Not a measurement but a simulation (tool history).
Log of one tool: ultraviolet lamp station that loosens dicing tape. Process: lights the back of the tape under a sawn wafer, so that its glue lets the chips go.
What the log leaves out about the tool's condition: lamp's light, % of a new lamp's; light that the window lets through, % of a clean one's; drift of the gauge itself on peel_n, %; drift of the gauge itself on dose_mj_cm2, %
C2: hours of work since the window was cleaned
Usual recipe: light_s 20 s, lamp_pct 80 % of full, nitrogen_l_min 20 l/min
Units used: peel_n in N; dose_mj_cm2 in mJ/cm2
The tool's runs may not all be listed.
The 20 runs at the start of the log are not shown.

{"run": 21, "day": 13.008, "light_s": 20, "lamp_pct": 78, "nitrogen_l_min": 20, "hours of work of the lamp": 563, "C2": 476, "peel_n": 0.636, "dose_mj_cm2": 550}
{"run": 22, "day": 13.504, "light_s": 20, "lamp_pct": 78, "nitrogen_l_min": 20, "hours of work of the lamp": 570, "C2": 483, "peel_n": 0.612, "dose_mj_cm2": 551}
{"run": 23, "day": 14.179, "light_s": 20, "lamp_pct": 80, "nitrogen_l_min": 20, "hours of work of the lamp": 581, "C2": 494, "peel_n": 0.602, "dose_mj_cm2": 570}
{"run": 24, "day": 14.642, "light_s": 20, "lamp_pct": 86, "nitrogen_l_min": 7, "hours of work of the lamp": 588, "C2": 501, "peel_n": 1.059, "dose_mj_cm2": 609}
{"run": 25, "day": 15.412, "light_s": 38, "lamp_pct": 70, "nitrogen_l_min": 7, "hours of work of the lamp": 600, "C2": 513, "peel_n": 0.504, "dose_mj_cm2": 949}
{"run": 26, "day": 16.092, "light_s": 38, "lamp_pct": 70, "nitrogen_l_min": 7, "hours of work of the lamp": 611, "C2": 524, "peel_n": 0.505, "dose_mj_cm2": 948}
{"run": 27, "day": 16.55, "light_s": 38, "lamp_pct": 70, "nitrogen_l_min": 7, "hours of work of the lamp": 618, "C2": 531, "peel_n": 0.481, "dose_mj_cm2": 937}
{"run": 28, "day": 17.0, "light_s": 14, "lamp_pct": 87, "nitrogen_l_min": 20, "hours of work of the lamp": 625, "C2": 538, "peel_n": 0.921, "dose_mj_cm2": 433}
{"run": 29, "day": 17.729, "light_s": 16, "lamp_pct": 60, "nitrogen_l_min": 35, "hours of work of the lamp": 637, "C2": 550, "peel_n": 0.997, "dose_mj_cm2": 336}
{"run": 30, "day": 18.404, "light_s": 14, "lamp_pct": 60, "nitrogen_l_min": 28, "hours of work of the lamp": 647, "C2": 560, "peel_n": 1.368, "dose_mj_cm2": 294}
{"day": 19.321, "done": "window cleaned of glue's vapour"}
{"run": 31, "day": 19.367, "light_s": 13, "lamp_pct": 89, "nitrogen_l_min": 30, "hours of work of the lamp": 662, "C2": 1, "peel_n": 0.825, "dose_mj_cm2": 418}
{"run": 32, "day": 19.808, "light_s": 12, "lamp_pct": 69, "nitrogen_l_min": 31, "hours of work of the lamp": 669, "C2": 8, "peel_n": 1.323, "dose_mj_cm2": 295}
{"run": 33, "day": 20.683, "light_s": 12, "lamp_pct": 69, "nitrogen_l_min": 31, "hours of work of the lamp": 683, "C2": 21, "peel_n": 1.345, "dose_mj_cm2": 293}
{"run": 34, "day": 21.525, "light_s": 40, "lamp_pct": 86, "nitrogen_l_min": 13, "hours of work of the lamp": 696, "C2": 35, "peel_n": 0.265, "dose_mj_cm2": 1223}
{"run": 35, "day": 22.442, "light_s": 15, "lamp_pct": 61, "nitrogen_l_min": 17, "hours of work of the lamp": 711, "C2": 49, "peel_n": 1.499, "dose_mj_cm2": 323}
{"run": 36, "day": 23.246, "light_s": 11, "lamp_pct": 81, "nitrogen_l_min": 17, "hours of work of the lamp": 723, "C2": 62, "peel_n": 1.545, "dose_mj_cm2": 319}
{"run": 37, "day": 23.883, "light_s": 17, "lamp_pct": 81, "nitrogen_l_min": 10, "hours of work of the lamp": 733, "C2": 72, "peel_n": 1.159, "dose_mj_cm2": 487}
{"run": 38, "day": 24.583, "light_s": 13, "lamp_pct": 76, "nitrogen_l_min": 7, "hours of work of the lamp": 744, "C2": 83, "peel_n": 2.062, "dose_mj_cm2": 350}
{"run": 39, "day": 25.304, "light_s": 39, "lamp_pct": 96, "nitrogen_l_min": 20, "hours of work of the lamp": 755, "C2": 94, "peel_n": 0.24, "dose_mj_cm2": 1342}
{"run": 40, "day": 25.7, "light_s": 40, "lamp_pct": 80, "nitrogen_l_min": 11, "hours of work of the lamp": 762, "C2": 100, "peel_n": 0.29, "dose_mj_cm2": 1140}
{"run": 41, "day": 26.579, "light_s": 12, "lamp_pct": 80, "nitrogen_l_min": 15, "hours of work of the lamp": 775, "C2": 114, "peel_n": 1.482, "dose_mj_cm2": 342}
{"run": 42, "day": 27.471, "light_s": 20, "lamp_pct": 80, "nitrogen_l_min": 7, "hours of work of the lamp": 789, "C2": 128, "peel_n": 1.141, "dose_mj_cm2": 569}
{"run": 43, "day": 28.0, "light_s": 14, "lamp_pct": 72, "nitrogen_l_min": 8, "hours of work of the lamp": 798, "C2": 136, "peel_n": 1.91, "dose_mj_cm2": 363}

What if the next run were any one of these 4? Each begins from the tool's condition after run 43:
{"run": "A", "day": 28.896, "light_s": 23, "lamp_pct": 82, "nitrogen_l_min": 7, "hours of work of the lamp": 812, "C2": 150, "peel_n": "?", "dose_mj_cm2": "?"}
{"run": "B", "day": 28.896, "light_s": 31, "lamp_pct": 85, "nitrogen_l_min": 7, "hours of work of the lamp": 812, "C2": 150, "peel_n": "?", "dose_mj_cm2": "?"}
{"run": "C", "day": 28.896, "light_s": 18, "lamp_pct": 94, "nitrogen_l_min": 20, "hours of work of the lamp": 812, "C2": 150, "peel_n": "?", "dose_mj_cm2": "?"}
{"run": "D", "day": 28.896, "light_s": 19, "lamp_pct": 73, "nitrogen_l_min": 8, "hours of work of the lamp": 812, "C2": 150, "peel_n": "?", "dose_mj_cm2": "?"}

run=A peel_n=0.884 dose_mj_cm2=666
run=B peel_n=0.491 dose_mj_cm2=942
run=C peel_n=0.533 dose_mj_cm2=602
run=D peel_n=1.336 dose_mj_cm2=491
Without the tool's hidden state the same runs would have given:
run=A peel_n=0.881 dose_mj_cm2=668
run=B peel_n=0.488 dose_mj_cm2=945
run=C peel_n=0.531 dose_mj_cm2=603
run=D peel_n=1.331 dose_mj_cm2=492

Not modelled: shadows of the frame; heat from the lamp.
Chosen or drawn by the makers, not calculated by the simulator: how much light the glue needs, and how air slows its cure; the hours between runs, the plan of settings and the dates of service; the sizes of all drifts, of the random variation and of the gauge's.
